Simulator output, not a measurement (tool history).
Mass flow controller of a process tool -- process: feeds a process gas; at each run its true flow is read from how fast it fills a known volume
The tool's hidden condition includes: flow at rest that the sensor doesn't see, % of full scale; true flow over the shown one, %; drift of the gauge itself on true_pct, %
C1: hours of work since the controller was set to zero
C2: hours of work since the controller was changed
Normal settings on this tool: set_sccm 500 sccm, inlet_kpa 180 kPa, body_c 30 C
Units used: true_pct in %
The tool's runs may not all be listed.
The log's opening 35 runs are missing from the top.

run 36 day=450.654 | set_sccm=612 inlet_kpa=182 body_c=27 | C1=2945 C2=2945 | true_pct=99.36
run 37 day=464.121 | set_sccm=168 inlet_kpa=180 body_c=36 | C1=3140 C2=3140 | true_pct=99.04
run 38 day=474.05 | set_sccm=187 inlet_kpa=206 body_c=34 | C1=3284 C2=3284 | true_pct=99.04
run 39 day=481.867 | set_sccm=168 inlet_kpa=150 body_c=24 | C1=3397 C2=3397 | true_pct=100.51
run 40 day=491.575 | set_sccm=500 inlet_kpa=196 body_c=38 | C1=3538 C2=3538 | true_pct=98.23
run 41 day=499.412 | set_sccm=500 inlet_kpa=180 body_c=35 | C1=3652 C2=3652 | true_pct=98.74
run 42 day=508.592 | set_sccm=500 inlet_kpa=180 body_c=35 | C1=3785 C2=3785 | true_pct=98.58
run 43 day=518.217 | set_sccm=500 inlet_kpa=160 body_c=29 | C1=3925 C2=3925 | true_pct=99.2
run 44 day=534.696 | set_sccm=637 inlet_kpa=144 body_c=30 | C1=4164 C2=4164 | true_pct=99.27
run 45 day=548.95 | set_sccm=181 inlet_kpa=144 body_c=28 | C1=4371 C2=4371 | true_pct=100.21

What if the next run were any one of these 4? Each begins from the tool's condition after run 45:
run A day=561.221 | set_sccm=118 inlet_kpa=146 body_c=27 | C1=4549 C2=4549 | true_pct=?
run B day=561.221 | set_sccm=108 inlet_kpa=265 body_c=24 | C1=4549 C2=4549 | true_pct=?
run C day=561.221 | set_sccm=415 inlet_kpa=144 body_c=33 | C1=4549 C2=4549 | true_pct=?
run D day=561.221 | set_sccm=163 inlet_kpa=174 body_c=21 | C1=4549 C2=4549 | true_pct=?

run=A true_pct=101.35
run=B true_pct=100.99
run=C true_pct=99.03
run=D true_pct=100.92
Without the tool's unlogged condition, the same runs would have read:
run=A true_pct=99.27
run=B true_pct=98.65
run=C true_pct=99.04
run=D true_pct=99.65
